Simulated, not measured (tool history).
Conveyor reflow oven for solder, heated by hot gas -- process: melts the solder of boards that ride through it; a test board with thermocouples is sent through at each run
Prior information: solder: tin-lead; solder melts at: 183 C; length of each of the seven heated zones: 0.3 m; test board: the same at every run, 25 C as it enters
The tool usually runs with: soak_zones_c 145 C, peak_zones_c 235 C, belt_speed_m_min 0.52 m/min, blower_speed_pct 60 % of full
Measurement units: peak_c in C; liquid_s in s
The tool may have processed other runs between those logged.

run   hour  soak_zones_c  peak_zones_c  belt_speed_m_min  blower_speed_pct  peak_c  liquid_s
  1      0           145           235              0.52                60   216.3        53
  2     15           145           235             0.582                60   212.3        44
  3   30.2           145           235             0.582                60   212.1      43.5
  4   63.4           145           235             0.582                60     212      43.3
  5   77.1           145           235             0.582                60     212      43.7
  6   95.1           145           235             0.582                60   212.1      43.5
  7  122.1           145           235             0.582                51   209.2        41

What will run 8 give?
  8  139.8           145           235             0.582                51       ?         ?

Run 8 produced peak_c 208.7 C, liquid_s 40.4 s.
Were there no unlogged condition in the tool, this run, its random variation unchanged, would have produced peak_c 209 C, liquid_s 40.5 s.
